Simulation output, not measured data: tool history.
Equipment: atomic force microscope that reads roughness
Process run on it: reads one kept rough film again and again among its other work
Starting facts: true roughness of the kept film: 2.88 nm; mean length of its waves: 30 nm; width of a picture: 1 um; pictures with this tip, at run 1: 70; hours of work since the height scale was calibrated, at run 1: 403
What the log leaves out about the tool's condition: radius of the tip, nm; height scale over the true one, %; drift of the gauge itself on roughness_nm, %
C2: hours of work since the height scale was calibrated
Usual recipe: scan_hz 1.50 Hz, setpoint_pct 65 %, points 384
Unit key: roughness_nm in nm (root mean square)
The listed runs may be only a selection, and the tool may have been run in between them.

run 1 day=0.000 | scan_hz=1.50 setpoint_pct=65 points=384 | pictures_with_this_tip=70 C2=403 | roughness_nm=2.503
-- day=1.717 new tip fitted
run 2 day=1.883 | scan_hz=1.50 setpoint_pct=65 points=384 | pictures_with_this_tip=4 C2=429 | roughness_nm=2.493
run 3 day=3.338 | scan_hz=1.50 setpoint_pct=65 points=384 | pictures_with_this_tip=39 C2=449 | roughness_nm=2.486
run 4 day=4.671 | scan_hz=1.50 setpoint_pct=65 points=384 | pictures_with_this_tip=71 C2=468 | roughness_nm=2.497
-- day=6.342 new tip fitted
run 5 day=6.342 | scan_hz=1.50 setpoint_pct=65 points=558 | pictures_with_this_tip=0 C2=492 | roughness_nm=2.507
run 6 day=7.304 | scan_hz=1.50 setpoint_pct=65 points=558 | pictures_with_this_tip=23 C2=505 | roughness_nm=2.523
run 7 day=8.812 | scan_hz=1.50 setpoint_pct=61 points=558 | pictures_with_this_tip=59 C2=526 | roughness_nm=2.536
run 8 day=10.046 | scan_hz=1.50 setpoint_pct=62 points=558 | pictures_with_this_tip=89 C2=544 | roughness_nm=2.530
-- day=11.042 new tip fitted
run 9 day=11.062 | scan_hz=1.50 setpoint_pct=62 points=558 | pictures_with_this_tip=1 C2=558 | roughness_nm=2.526
run 10 day=12.712 | scan_hz=1.50 setpoint_pct=65 points=384 | pictures_with_this_tip=40 C2=581 | roughness_nm=2.490
run 11 day=13.717 | scan_hz=1.50 setpoint_pct=65 points=431 | pictures_with_this_tip=64 C2=595 | roughness_nm=2.523
run 12 day=14.688 | scan_hz=1.50 setpoint_pct=81 points=384 | pictures_with_this_tip=88 C2=609 | roughness_nm=2.342
-- day=15.629 new tip fitted
run 13 day=16.217 | scan_hz=1.50 setpoint_pct=68 points=384 | pictures_with_this_tip=14 C2=630 | roughness_nm=2.464
run 14 day=17.454 | scan_hz=1.50 setpoint_pct=59 points=384 | pictures_with_this_tip=44 C2=648 | roughness_nm=2.528
run 15 day=19.342 | scan_hz=1.50 setpoint_pct=59 points=384 | pictures_with_this_tip=89 C2=675 | roughness_nm=2.542
-- day=20.304 new tip fitted
run 16 day=21.100 | scan_hz=1.50 setpoint_pct=59 points=384 | pictures_with_this_tip=19 C2=699 | roughness_nm=2.544
run 17 day=22.304 | scan_hz=1.50 setpoint_pct=85 points=534 | pictures_with_this_tip=48 C2=716 | roughness_nm=2.303
run 18 day=24.100 | scan_hz=1.06 setpoint_pct=65 points=786 | pictures_with_this_tip=91 C2=741 | roughness_nm=2.543
-- day=24.971 new tip fitted
run 19 day=25.450 | scan_hz=1.06 setpoint_pct=65 points=786 | pictures_with_this_tip=11 C2=760 | roughness_nm=2.534
run 20 day=27.329 | scan_hz=2.93 setpoint_pct=57 points=337 | pictures_with_this_tip=56 C2=787 | roughness_nm=2.465
run 21 day=28.625 | scan_hz=2.33 setpoint_pct=90 points=672 | pictures_with_this_tip=88 C2=805 | roughness_nm=2.035
run 22 day=29.533 | scan_hz=2.33 setpoint_pct=90 points=672 | pictures_with_this_tip=109 C2=818 | roughness_nm=2.050
-- day=29.683 new tip fitted
run 23 day=31.196 | scan_hz=2.33 setpoint_pct=90 points=672 | pictures_with_this_tip=37 C2=841 | roughness_nm=2.036
run 24 day=32.146 | scan_hz=0.68 setpoint_pct=57 points=725 | pictures_with_this_tip=59 C2=854 | roughness_nm=2.625
run 25 day=33.325 | scan_hz=1.99 setpoint_pct=57 points=954 | pictures_with_this_tip=88 C2=871 | roughness_nm=2.540
-- day=34.258 new tip fitted
run 26 day=34.888 | scan_hz=0.79 setpoint_pct=62 points=501 | pictures_with_this_tip=15 C2=893 | roughness_nm=2.568

Consider 3 possible next runs. They are alternatives, not a sequence: every one starts from the tool as it was left by run 26. What does each give?
run A day=36.225 | scan_hz=1.51 setpoint_pct=57 points=384 | pictures_with_this_tip=47 C2=912 | roughness_nm=?
run B day=36.225 | scan_hz=1.27 setpoint_pct=57 points=905 | pictures_with_this_tip=47 C2=912 | roughness_nm=?
run C day=36.225 | scan_hz=1.14 setpoint_pct=57 points=964 | pictures_with_this_tip=47 C2=912 | roughness_nm=?

run=A roughness_nm=2.545
run=B roughness_nm=2.574
run=C roughness_nm=2.586
Without the tool's hidden state the same runs would have given:
run=A roughness_nm=2.548
run=B roughness_nm=2.577
run=C roughness_nm=2.588

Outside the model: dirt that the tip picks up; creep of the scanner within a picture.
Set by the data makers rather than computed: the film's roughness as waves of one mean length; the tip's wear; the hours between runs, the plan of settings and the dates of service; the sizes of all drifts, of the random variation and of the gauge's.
